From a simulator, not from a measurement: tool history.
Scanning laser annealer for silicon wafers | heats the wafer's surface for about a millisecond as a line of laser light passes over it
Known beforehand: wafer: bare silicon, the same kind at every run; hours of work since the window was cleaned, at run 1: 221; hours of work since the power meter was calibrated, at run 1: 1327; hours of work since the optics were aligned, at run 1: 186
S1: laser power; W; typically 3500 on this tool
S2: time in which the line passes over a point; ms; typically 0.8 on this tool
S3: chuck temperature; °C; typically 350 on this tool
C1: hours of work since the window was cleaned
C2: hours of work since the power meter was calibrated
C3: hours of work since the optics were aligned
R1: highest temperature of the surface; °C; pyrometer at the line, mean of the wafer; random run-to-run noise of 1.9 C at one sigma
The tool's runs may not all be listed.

run 1 hour=0 | S1=3500 S2=0.8 S3=350 | C1=221 C2=1327 C3=186 | R1=1095
run 2 hour=44.1 | S1=3500 S2=0.927 S3=350 | C1=247 C2=1353 C3=212 | R1=1164
run 3 hour=79.8 | S1=3500 S2=0.927 S3=350 | C1=269 C2=1374 C3=234 | R1=1166
run 4 hour=146.2 | S1=3500 S2=0.927 S3=350 | C1=308 C2=1414 C3=273 | R1=1157
run 5 hour=183.6 | S1=3500 S2=0.927 S3=350 | C1=331 C2=1436 C3=296 | R1=1161
run 6 hour=240.6 | S1=3500 S2=0.927 S3=350 | C1=365 C2=1470 C3=330 | R1=1150
run 7 hour=309.4 | S1=3500 S2=0.927 S3=350 | C1=406 C2=1511 C3=371 | R1=1155
run 8 hour=368.7 | S1=3500 S2=0.595 S3=350 | C1=441 C2=1547 C3=406 | R1=975
run 9 hour=425.5 | S1=3500 S2=0.6 S3=350 | C1=475 C2=1581 C3=440 | R1=971
run 10 hour=481 | S1=3500 S2=0.8 S3=350 | C1=508 C2=1614 C3=473 | R1=1084
run 11 hour=539.6 | S1=3500 S2=0.65 S3=350 | C1=543 C2=1649 C3=508 | R1=1002
run 12 hour=575.2 | S1=3500 S2=0.8 S3=350 | C1=565 C2=1670 C3=530 | R1=1080
run 13 hour=637.9 | S1=3500 S2=0.8 S3=363 | C1=602 C2=1708 C3=567 | R1=1090
run 14 hour=681.5 | S1=3500 S2=0.8 S3=363 | C1=628 C2=1734 C3=593 | R1=1090
run 15 hour=717.3 | S1=3500 S2=0.8 S3=363 | C1=649 C2=1755 C3=614 | R1=1092
run 16 hour=747.2 | S1=3500 S2=0.8 S3=363 | C1=667 C2=1773 C3=632 | R1=1092
run 17 hour=779.5 | S1=3500 S2=0.8 S3=350 | C1=686 C2=1792 C3=651 | R1=1076
run 18 hour=819.6 | S1=3500 S2=0.925 S3=350 | C1=710 C2=1816 C3=675 | R1=1133
run 19 hour=875.1 | S1=3500 S2=0.925 S3=350 | C1=744 C2=1849 C3=709 | R1=1137
run 20 hour=924.7 | S1=3500 S2=0.925 S3=350 | C1=773 C2=1879 C3=738 | R1=1136
run 21 hour=974.5 | S1=3500 S2=0.8 S3=350 | C1=803 C2=1909 C3=768 | R1=1068
-- hour=982.4 laser's power meter calibrated
-- hour=1019 window over the wafer cleaned
run 22 hour=1038.8 | S1=3500 S2=0.8 S3=350 | C1=12 C2=32 C3=803 | R1=1100
run 23 hour=1085.5 | S1=3500 S2=0.8 S3=350 | C1=40 C2=60 C3=831 | R1=1099
run 24 hour=1122.2 | S1=3285 S2=0.8 S3=323 | C1=62 C2=82 C3=853 | R1=1024
run 25 hour=1151.9 | S1=3285 S2=0.8 S3=323 | C1=79 C2=100 C3=871 | R1=1022
run 26 hour=1199.9 | S1=3285 S2=0.8 S3=323 | C1=108 C2=129 C3=900 | R1=1017
-- hour=1253.4 laser's power meter calibrated, once more
run 27 hour=1256 | S1=3285 S2=0.804 S3=322 | C1=140 C2=2 C3=931 | R1=1014
run 28 hour=1287.7 | S1=3823 S2=0.599 S3=350 | C1=159 C2=20 C3=950 | R1=1038
run 29 hour=1317.8 | S1=3823 S2=0.599 S3=350 | C1=177 C2=38 C3=968 | R1=1040
run 30 hour=1347.8 | S1=3823 S2=0.599 S3=350 | C1=195 C2=56 C3=986 | R1=1036
run 31 hour=1413.7 | S1=3271 S2=0.787 S3=371 | C1=234 C2=96 C3=1025 | R1=1049
run 32 hour=1478.8 | S1=3500 S2=0.71 S3=351 | C1=273 C2=135 C3=1064 | R1=1035
run 33 hour=1529.9 | S1=3507 S2=0.8 S3=359 | C1=303 C2=165 C3=1095 | R1=1092
run 34 hour=1587.5 | S1=3582 S2=0.577 S3=359 | C1=338 C2=199 C3=1129 | R1=979
-- hour=1613 optics aligned, line set to its width
run 35 hour=1649.3 | S1=3500 S2=0.8 S3=326 | C1=372 C2=233 C3=22 | R1=1070
run 36 hour=1680.1 | S1=3500 S2=0.8 S3=326 | C1=390 C2=252 C3=40 | R1=1069
run 37 hour=1745 | S1=3091 S2=0.686 S3=343 | C1=429 C2=291 C3=79 | R1=939
run 38 hour=1813.5 | S1=3091 S2=0.836 S3=343 | C1=470 C2=331 C3=120 | R1=1008
run 39 hour=1856.4 | S1=3727 S2=0.899 S3=343 | C1=495 C2=357 C3=145 | R1=1188
run 40 hour=1926.6 | S1=3727 S2=0.899 S3=343 | C1=537 C2=399 C3=187 | R1=1186
run 41 hour=1986.3 | S1=2997 S2=0.833 S3=343 | C1=573 C2=435 C3=223 | R1=976

Below are 3 alternative next runs, each starting from the tool's condition after run 41. Predict each:
run A hour=2055.5 | S1=3790 S2=0.65 S3=372 | C1=614 C2=476 C3=264 | R1=?
run B hour=2055.5 | S1=3500 S2=0.715 S3=350 | C1=614 C2=476 C3=264 | R1=?
run C hour=2055.5 | S1=3756 S2=0.918 S3=326 | C1=614 C2=476 C3=264 | R1=?

run=A R1=1079
run=B R1=1038
run=C R1=1181
Stripped of hidden state, with their random variation kept, the same runs would have yielded:
run=A R1=1107
run=B R1=1065
run=C R1=1215
